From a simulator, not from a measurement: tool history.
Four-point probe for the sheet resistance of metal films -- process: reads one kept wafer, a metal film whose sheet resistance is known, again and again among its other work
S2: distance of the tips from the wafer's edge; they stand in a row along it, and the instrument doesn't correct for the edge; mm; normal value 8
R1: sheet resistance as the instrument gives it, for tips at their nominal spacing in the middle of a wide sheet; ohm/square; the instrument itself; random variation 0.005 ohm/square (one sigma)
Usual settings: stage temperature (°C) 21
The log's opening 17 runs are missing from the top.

{"hour": 1158.7, "done": "stage's thermometer calibrated"}
{"run": 18, "hour": 1171.7, "stage temperature (°C)": 21, "S2": 22, "R1": 25.068963}
{"run": 19, "hour": 1226.8, "stage temperature (°C)": 21, "S2": 3, "R1": 26.443733}
{"run": 20, "hour": 1264.0, "stage temperature (°C)": 21, "S2": 3, "R1": 26.440387}
{"run": 21, "hour": 1310.5, "stage temperature (°C)": 21, "S2": 8, "R1": 25.251681}
{"run": 22, "hour": 1366.3, "stage temperature (°C)": 21, "S2": 8, "R1": 25.249556}
{"run": 23, "hour": 1440.2, "stage temperature (°C)": 21, "S2": 8, "R1": 25.251616}
{"run": 24, "hour": 1474.9, "stage temperature (°C)": 21, "S2": 14, "R1": 25.116542}
{"run": 25, "hour": 1541.7, "stage temperature (°C)": 23, "S2": 37, "R1": 25.049873}
{"run": 26, "hour": 1622.6, "stage temperature (°C)": 23, "S2": 37, "R1": 25.052585}
{"run": 27, "hour": 1691.0, "stage temperature (°C)": 27, "S2": 22, "R1": 25.08802}
{"run": 28, "hour": 1774.1, "stage temperature (°C)": 29, "S2": 3, "R1": 26.470509}
{"run": 29, "hour": 1830.5, "stage temperature (°C)": 33, "S2": 21, "R1": 25.121501}
{"run": 30, "hour": 1865.6, "stage temperature (°C)": 33, "S2": 21, "R1": 25.106892}
{"run": 31, "hour": 1944.8, "stage temperature (°C)": 31, "S2": 5, "R1": 25.6009}
{"run": 32, "hour": 2013.8, "stage temperature (°C)": 31, "S2": 5, "R1": 25.603319}
{"run": 33, "hour": 2098.7, "stage temperature (°C)": 31, "S2": 5, "R1": 25.597961}
{"run": 34, "hour": 2158.8, "stage temperature (°C)": 31, "S2": 5, "R1": 25.604282}

The next listed run, before its measurement:
{"run": 35, "hour": 2234.2, "stage temperature (°C)": 21, "S2": 9, "R1": "?"}

{"run 35": {"R1": 25.215863}}
Take away the tool's hidden state, keep the run-to-run variation as it was, and the same run would have given R1 25.215356 ohm/square.

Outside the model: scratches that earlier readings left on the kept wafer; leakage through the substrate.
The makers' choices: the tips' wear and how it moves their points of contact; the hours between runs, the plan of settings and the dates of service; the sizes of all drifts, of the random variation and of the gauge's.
